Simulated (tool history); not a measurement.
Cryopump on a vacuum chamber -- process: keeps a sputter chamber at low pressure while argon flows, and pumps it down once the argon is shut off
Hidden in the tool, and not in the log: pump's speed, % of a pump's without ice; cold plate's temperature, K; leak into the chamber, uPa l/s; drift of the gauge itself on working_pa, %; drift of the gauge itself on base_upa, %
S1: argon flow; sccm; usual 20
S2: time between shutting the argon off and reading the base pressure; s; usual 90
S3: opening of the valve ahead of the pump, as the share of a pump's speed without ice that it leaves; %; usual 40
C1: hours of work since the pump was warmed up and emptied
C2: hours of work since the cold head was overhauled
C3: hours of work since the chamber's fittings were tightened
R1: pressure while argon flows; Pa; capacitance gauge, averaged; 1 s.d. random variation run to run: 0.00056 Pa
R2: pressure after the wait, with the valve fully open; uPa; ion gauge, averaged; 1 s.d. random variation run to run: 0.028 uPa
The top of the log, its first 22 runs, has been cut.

{"run": 23, "hour": 1462.3, "S1": 19, "S2": 170, "S3": 19, "C1": 1033, "C2": 2119, "C3": 878, "R1": 0.137, "R2": 2.34}
{"run": 24, "hour": 1517.8, "S1": 14, "S2": 52, "S3": 29, "C1": 1077, "C2": 2163, "C3": 922, "R1": 0.0684, "R2": 3.78}
{"hour": 1535.6, "done": "pump warmed up, emptied and cooled again"}
{"run": 25, "hour": 1573.0, "S1": 28, "S2": 83, "S3": 56, "C1": 30, "C2": 2202, "C3": 962, "R1": 0.0661, "R2": 2.75}
{"run": 26, "hour": 1662.9, "S1": 20, "S2": 193, "S3": 16, "C1": 101, "C2": 2273, "C3": 1033, "R1": 0.1635, "R2": 2.19}
{"run": 27, "hour": 1703.4, "S1": 20, "S2": 193, "S3": 16, "C1": 133, "C2": 2305, "C3": 1065, "R1": 0.1636, "R2": 2.2}
{"run": 28, "hour": 1798.2, "S1": 39, "S2": 22, "S3": 16, "C1": 208, "C2": 2380, "C3": 1140, "R1": 0.3209, "R2": 6.51}
{"run": 29, "hour": 1874.9, "S1": 19, "S2": 90, "S3": 46, "C1": 268, "C2": 2441, "C3": 1201, "R1": 0.0546, "R2": 2.99}
{"run": 30, "hour": 1973.1, "S1": 9, "S2": 225, "S3": 48, "C1": 346, "C2": 2519, "C3": 1279, "R1": 0.0262, "R2": 2.53}
{"run": 31, "hour": 2032.9, "S1": 9, "S2": 225, "S3": 48, "C1": 394, "C2": 2566, "C3": 1326, "R1": 0.0256, "R2": 2.55}
{"run": 32, "hour": 2114.0, "S1": 9, "S2": 225, "S3": 48, "C1": 458, "C2": 2630, "C3": 1390, "R1": 0.0255, "R2": 2.7}
{"run": 33, "hour": 2180.5, "S1": 9, "S2": 225, "S3": 48, "C1": 510, "C2": 2683, "C3": 1443, "R1": 0.0263, "R2": 2.83}

What if the next run were any one of these 5? Each begins from the tool's condition after run 33:
{"run": "A", "hour": 2223.1, "S1": 9, "S2": 166, "S3": 21, "C1": 544, "C2": 2717, "C3": 1476, "R1": "?", "R2": "?"}
{"run": "B", "hour": 2223.1, "S1": 22, "S2": 90, "S3": 40, "C1": 544, "C2": 2717, "C3": 1476, "R1": "?", "R2": "?"}
{"run": "C", "hour": 2223.1, "S1": 12, "S2": 136, "S3": 41, "C1": 544, "C2": 2717, "C3": 1476, "R1": "?", "R2": "?"}
{"run": "D", "hour": 2223.1, "S1": 9, "S2": 225, "S3": 23, "C1": 544, "C2": 2717, "C3": 1476, "R1": "?", "R2": "?"}
{"run": "E", "hour": 2223.1, "S1": 9, "S2": 52, "S3": 48, "C1": 544, "C2": 2717, "C3": 1476, "R1": "?", "R2": "?"}

run=A R1=0.0575 R2=3.07
run=B R1=0.076 R2=3.41
run=C R1=0.0402 R2=3.08
run=D R1=0.0524 R2=2.85
run=E R1=0.0257 R2=4.37
Take away the tool's hidden state, keep each run's random variation, and the runs would have read:
run=A R1=0.0557 R2=0.84
run=B R1=0.0715 R2=1.3
run=C R1=0.0377 R2=0.92
run=D R1=0.0505 R2=0.65
run=E R1=0.0239 R2=2.16
